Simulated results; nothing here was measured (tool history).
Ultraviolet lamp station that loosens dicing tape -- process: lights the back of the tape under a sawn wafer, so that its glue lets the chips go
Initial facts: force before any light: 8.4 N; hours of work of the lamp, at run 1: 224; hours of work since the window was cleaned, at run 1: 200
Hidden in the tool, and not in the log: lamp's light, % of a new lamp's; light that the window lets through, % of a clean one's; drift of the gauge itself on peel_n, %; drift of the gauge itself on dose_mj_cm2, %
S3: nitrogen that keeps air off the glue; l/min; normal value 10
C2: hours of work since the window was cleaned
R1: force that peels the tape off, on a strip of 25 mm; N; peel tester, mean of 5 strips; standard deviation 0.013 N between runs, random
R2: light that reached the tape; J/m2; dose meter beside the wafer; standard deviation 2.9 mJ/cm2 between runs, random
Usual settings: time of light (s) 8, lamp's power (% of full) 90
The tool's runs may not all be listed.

{"run": 1, "hour": 0.0, "time of light (s)": 8, "lamp's power (% of full)": 90, "S3": 10, "hours of work of the lamp": 224, "C2": 200, "R1": 0.577, "R2": 4250}
{"run": 2, "hour": 4.3, "time of light (s)": 8, "lamp's power (% of full)": 90, "S3": 10, "hours of work of the lamp": 227, "C2": 203, "R1": 0.586, "R2": 4240}
{"run": 3, "hour": 9.8, "time of light (s)": 8, "lamp's power (% of full)": 90, "S3": 10, "hours of work of the lamp": 231, "C2": 207, "R1": 0.599, "R2": 4210}
{"run": 4, "hour": 17.2, "time of light (s)": 8, "lamp's power (% of full)": 90, "S3": 10, "hours of work of the lamp": 236, "C2": 212, "R1": 0.571, "R2": 4240}
{"run": 5, "hour": 25.1, "time of light (s)": 8, "lamp's power (% of full)": 90, "S3": 10, "hours of work of the lamp": 242, "C2": 218, "R1": 0.578, "R2": 4210}
{"run": 6, "hour": 29.8, "time of light (s)": 8, "lamp's power (% of full)": 90, "S3": 10, "hours of work of the lamp": 245, "C2": 221, "R1": 0.575, "R2": 4240}
{"run": 7, "hour": 36.3, "time of light (s)": 8, "lamp's power (% of full)": 90, "S3": 10, "hours of work of the lamp": 250, "C2": 226, "R1": 0.564, "R2": 4210}
{"run": 8, "hour": 45.9, "time of light (s)": 8, "lamp's power (% of full)": 94, "S3": 10, "hours of work of the lamp": 257, "C2": 233, "R1": 0.514, "R2": 4390}
{"run": 9, "hour": 53.7, "time of light (s)": 8, "lamp's power (% of full)": 94, "S3": 10, "hours of work of the lamp": 262, "C2": 238, "R1": 0.524, "R2": 4380}
{"run": 10, "hour": 58.8, "time of light (s)": 8, "lamp's power (% of full)": 94, "S3": 10, "hours of work of the lamp": 266, "C2": 242, "R1": 0.55, "R2": 4420}
{"run": 11, "hour": 65.4, "time of light (s)": 8, "lamp's power (% of full)": 94, "S3": 10, "hours of work of the lamp": 270, "C2": 246, "R1": 0.526, "R2": 4410}
{"run": 12, "hour": 72.0, "time of light (s)": 8, "lamp's power (% of full)": 90, "S3": 7, "hours of work of the lamp": 275, "C2": 251, "R1": 0.767, "R2": 4260}
{"run": 13, "hour": 79.9, "time of light (s)": 8, "lamp's power (% of full)": 90, "S3": 10, "hours of work of the lamp": 281, "C2": 257, "R1": 0.597, "R2": 4240}
{"run": 14, "hour": 86.7, "time of light (s)": 8, "lamp's power (% of full)": 90, "S3": 10, "hours of work of the lamp": 286, "C2": 262, "R1": 0.603, "R2": 4250}
{"run": 15, "hour": 92.9, "time of light (s)": 8, "lamp's power (% of full)": 90, "S3": 10, "hours of work of the lamp": 290, "C2": 266, "R1": 0.578, "R2": 4150}
{"run": 16, "hour": 99.5, "time of light (s)": 8, "lamp's power (% of full)": 90, "S3": 12, "hours of work of the lamp": 295, "C2": 271, "R1": 0.517, "R2": 4210}
{"run": 17, "hour": 108.0, "time of light (s)": 12, "lamp's power (% of full)": 84, "S3": 10, "hours of work of the lamp": 301, "C2": 277, "R1": 0.28, "R2": 5880}
{"run": 18, "hour": 112.6, "time of light (s)": 12, "lamp's power (% of full)": 83, "S3": 19, "hours of work of the lamp": 304, "C2": 280, "R1": 0.203, "R2": 5840}
{"run": 19, "hour": 119.3, "time of light (s)": 12, "lamp's power (% of full)": 83, "S3": 19, "hours of work of the lamp": 309, "C2": 285, "R1": 0.213, "R2": 5840}
{"run": 20, "hour": 127.0, "time of light (s)": 11, "lamp's power (% of full)": 69, "S3": 18, "hours of work of the lamp": 314, "C2": 291, "R1": 0.38, "R2": 4440}
{"run": 21, "hour": 133.2, "time of light (s)": 8, "lamp's power (% of full)": 90, "S3": 10, "hours of work of the lamp": 319, "C2": 295, "R1": 0.576, "R2": 4230}
{"run": 22, "hour": 143.2, "time of light (s)": 9, "lamp's power (% of full)": 68, "S3": 6, "hours of work of the lamp": 326, "C2": 302, "R1": 1.104, "R2": 3630}
{"run": 23, "hour": 151.2, "time of light (s)": 9, "lamp's power (% of full)": 68, "S3": 6, "hours of work of the lamp": 332, "C2": 308, "R1": 1.139, "R2": 3570}
{"run": 24, "hour": 156.2, "time of light (s)": 9, "lamp's power (% of full)": 68, "S3": 6, "hours of work of the lamp": 335, "C2": 311, "R1": 1.116, "R2": 3570}
{"run": 25, "hour": 161.4, "time of light (s)": 9, "lamp's power (% of full)": 68, "S3": 6, "hours of work of the lamp": 339, "C2": 315, "R1": 1.113, "R2": 3580}
{"run": 26, "hour": 170.4, "time of light (s)": 8, "lamp's power (% of full)": 86, "S3": 11, "hours of work of the lamp": 346, "C2": 322, "R1": 0.58, "R2": 4040}

Below are 3 alternative next runs, each starting from the tool's condition after run 26. Predict each:
{"run": "A", "hour": 178.0, "time of light (s)": 12, "lamp's power (% of full)": 81, "S3": 11, "hours of work of the lamp": 351, "C2": 327, "R1": "?", "R2": "?"}
{"run": "B", "hour": 178.0, "time of light (s)": 8, "lamp's power (% of full)": 90, "S3": 8, "hours of work of the lamp": 351, "C2": 327, "R1": "?", "R2": "?"}
{"run": "C", "hour": 178.0, "time of light (s)": 15, "lamp's power (% of full)": 65, "S3": 11, "hours of work of the lamp": 351, "C2": 327, "R1": "?", "R2": "?"}

run=A R1=0.285 R2=5720
run=B R1=0.652 R2=4230
run=C R1=0.272 R2=5730
With no hidden state in the tool, these same runs would have given:
run=A R1=0.284 R2=5730
run=B R1=0.65 R2=4240
run=C R1=0.272 R2=5740
